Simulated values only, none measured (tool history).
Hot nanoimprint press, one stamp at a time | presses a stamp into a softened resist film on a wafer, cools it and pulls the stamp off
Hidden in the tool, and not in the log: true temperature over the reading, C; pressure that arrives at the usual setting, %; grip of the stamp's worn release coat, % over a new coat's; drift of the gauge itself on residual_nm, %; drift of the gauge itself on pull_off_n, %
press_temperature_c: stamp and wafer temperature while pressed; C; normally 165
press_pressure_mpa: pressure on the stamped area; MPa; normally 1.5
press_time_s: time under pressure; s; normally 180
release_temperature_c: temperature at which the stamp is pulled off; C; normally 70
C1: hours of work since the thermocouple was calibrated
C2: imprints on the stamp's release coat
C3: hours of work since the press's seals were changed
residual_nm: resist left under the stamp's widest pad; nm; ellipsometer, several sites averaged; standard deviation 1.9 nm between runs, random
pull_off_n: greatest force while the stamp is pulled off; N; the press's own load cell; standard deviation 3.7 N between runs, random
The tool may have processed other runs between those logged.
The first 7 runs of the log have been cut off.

{"run": 8, "day": 2.162, "press_temperature_c": 160, "press_pressure_mpa": 1.5, "press_time_s": 180, "release_temperature_c": 70, "C1": 45, "C2": 973, "C3": 166, "residual_nm": 410.1, "pull_off_n": 253}
{"run": 9, "day": 2.329, "press_temperature_c": 165, "press_pressure_mpa": 1.5, "press_time_s": 180, "release_temperature_c": 70, "C1": 48, "C2": 989, "C3": 169, "residual_nm": 315.7, "pull_off_n": 244}
{"run": 10, "day": 2.533, "press_temperature_c": 165, "press_pressure_mpa": 1.5, "press_time_s": 180, "release_temperature_c": 70, "C1": 52, "C2": 1008, "C3": 173, "residual_nm": 310.8, "pull_off_n": 259}
{"run": 11, "day": 2.808, "press_temperature_c": 161, "press_pressure_mpa": 1.5, "press_time_s": 180, "release_temperature_c": 70, "C1": 57, "C2": 1034, "C3": 178, "residual_nm": 393.9, "pull_off_n": 251}
{"run": 12, "day": 3.142, "press_temperature_c": 161, "press_pressure_mpa": 1.5, "press_time_s": 180, "release_temperature_c": 70, "C1": 63, "C2": 1065, "C3": 184, "residual_nm": 387.8, "pull_off_n": 261}
{"run": 13, "day": 3.517, "press_temperature_c": 161, "press_pressure_mpa": 1.5, "press_time_s": 180, "release_temperature_c": 70, "C1": 70, "C2": 1100, "C3": 191, "residual_nm": 390, "pull_off_n": 266}
{"run": 14, "day": 3.9, "press_temperature_c": 161, "press_pressure_mpa": 1.5, "press_time_s": 180, "release_temperature_c": 70, "C1": 78, "C2": 1135, "C3": 198, "residual_nm": 388.4, "pull_off_n": 263}
{"run": 15, "day": 4.062, "press_temperature_c": 161, "press_pressure_mpa": 1.5, "press_time_s": 180, "release_temperature_c": 70, "C1": 81, "C2": 1151, "C3": 201, "residual_nm": 392, "pull_off_n": 264}
{"run": 16, "day": 4.258, "press_temperature_c": 161, "press_pressure_mpa": 1.5, "press_time_s": 180, "release_temperature_c": 70, "C1": 84, "C2": 1169, "C3": 205, "residual_nm": 395.3, "pull_off_n": 264}
{"run": 17, "day": 4.596, "press_temperature_c": 168, "press_pressure_mpa": 1.66, "press_time_s": 112, "release_temperature_c": 73, "C1": 90, "C2": 1200, "C3": 211, "residual_nm": 299.6, "pull_off_n": 258}
{"run": 18, "day": 4.925, "press_temperature_c": 168, "press_pressure_mpa": 1.66, "press_time_s": 112, "release_temperature_c": 73, "C1": 97, "C2": 1231, "C3": 217, "residual_nm": 295, "pull_off_n": 268}
{"run": 19, "day": 5.204, "press_temperature_c": 168, "press_pressure_mpa": 1.66, "press_time_s": 112, "release_temperature_c": 73, "C1": 102, "C2": 1257, "C3": 222, "residual_nm": 296.2, "pull_off_n": 260}
{"run": 20, "day": 5.433, "press_temperature_c": 161, "press_pressure_mpa": 1.5, "press_time_s": 180, "release_temperature_c": 70, "C1": 106, "C2": 1278, "C3": 227, "residual_nm": 394.8, "pull_off_n": 264}
{"day": 5.892, "done": "stamp cleaned and given a new release coat"}
{"run": 21, "day": 6.025, "press_temperature_c": 170, "press_pressure_mpa": 1.5, "press_time_s": 180, "release_temperature_c": 71, "C1": 112, "C2": 13, "C3": 233, "residual_nm": 241.4, "pull_off_n": 183}
{"run": 22, "day": 6.258, "press_temperature_c": 156, "press_pressure_mpa": 2.37, "press_time_s": 180, "release_temperature_c": 66, "C1": 117, "C2": 35, "C3": 237, "residual_nm": 420.2, "pull_off_n": 187}
{"run": 23, "day": 6.438, "press_temperature_c": 158, "press_pressure_mpa": 1.5, "press_time_s": 180, "release_temperature_c": 70, "C1": 120, "C2": 52, "C3": 241, "residual_nm": 460.2, "pull_off_n": 180}
{"run": 24, "day": 6.762, "press_temperature_c": 165, "press_pressure_mpa": 1.5, "press_time_s": 141, "release_temperature_c": 70, "C1": 126, "C2": 82, "C3": 247, "residual_nm": 345.6, "pull_off_n": 189}
{"run": 25, "day": 7.071, "press_temperature_c": 165, "press_pressure_mpa": 1.5, "press_time_s": 141, "release_temperature_c": 70, "C1": 132, "C2": 110, "C3": 252, "residual_nm": 344.9, "pull_off_n": 181}
{"run": 26, "day": 7.333, "press_temperature_c": 165, "press_pressure_mpa": 1.5, "press_time_s": 141, "release_temperature_c": 70, "C1": 137, "C2": 135, "C3": 257, "residual_nm": 347.5, "pull_off_n": 191}
{"run": 27, "day": 7.525, "press_temperature_c": 165, "press_pressure_mpa": 1.5, "press_time_s": 141, "release_temperature_c": 70, "C1": 140, "C2": 153, "C3": 261, "residual_nm": 351.4, "pull_off_n": 193}
{"run": 28, "day": 7.729, "press_temperature_c": 165, "press_pressure_mpa": 1.5, "press_time_s": 306, "release_temperature_c": 69, "C1": 144, "C2": 172, "C3": 265, "residual_nm": 269.1, "pull_off_n": 192}
{"run": 29, "day": 8.096, "press_temperature_c": 165, "press_pressure_mpa": 1.5, "press_time_s": 306, "release_temperature_c": 56, "C1": 151, "C2": 206, "C3": 271, "residual_nm": 272.9, "pull_off_n": 231}
{"run": 30, "day": 8.254, "press_temperature_c": 165, "press_pressure_mpa": 1.5, "press_time_s": 306, "release_temperature_c": 56, "C1": 154, "C2": 221, "C3": 274, "residual_nm": 268, "pull_off_n": 225}
{"run": 31, "day": 8.604, "press_temperature_c": 175, "press_pressure_mpa": 1.71, "press_time_s": 181, "release_temperature_c": 72, "C1": 160, "C2": 253, "C3": 281, "residual_nm": 172.1, "pull_off_n": 195}

Forecast each of these 3 alternatives for the next run:
{"run": "A", "day": 8.838, "press_temperature_c": 175, "press_pressure_mpa": 1.71, "press_time_s": 117, "release_temperature_c": 74, "C1": 165, "C2": 275, "C3": 285, "residual_nm": "?", "pull_off_n": "?"}
{"run": "B", "day": 8.838, "press_temperature_c": 175, "press_pressure_mpa": 1.71, "press_time_s": 181, "release_temperature_c": 69, "C1": 165, "C2": 275, "C3": 285, "residual_nm": "?", "pull_off_n": "?"}
{"run": "C", "day": 8.838, "press_temperature_c": 175, "press_pressure_mpa": 1.71, "press_time_s": 140, "release_temperature_c": 72, "C1": 165, "C2": 275, "C3": 285, "residual_nm": "?", "pull_off_n": "?"}

run=A residual_nm=205 pull_off_n=188
run=B residual_nm=172.9 pull_off_n=195
run=C residual_nm=189.6 pull_off_n=191
Without the tool's unlogged condition, the same runs would have read:
run=A residual_nm=196.4 pull_off_n=169
run=B residual_nm=165.5 pull_off_n=176
run=C residual_nm=181.5 pull_off_n=172

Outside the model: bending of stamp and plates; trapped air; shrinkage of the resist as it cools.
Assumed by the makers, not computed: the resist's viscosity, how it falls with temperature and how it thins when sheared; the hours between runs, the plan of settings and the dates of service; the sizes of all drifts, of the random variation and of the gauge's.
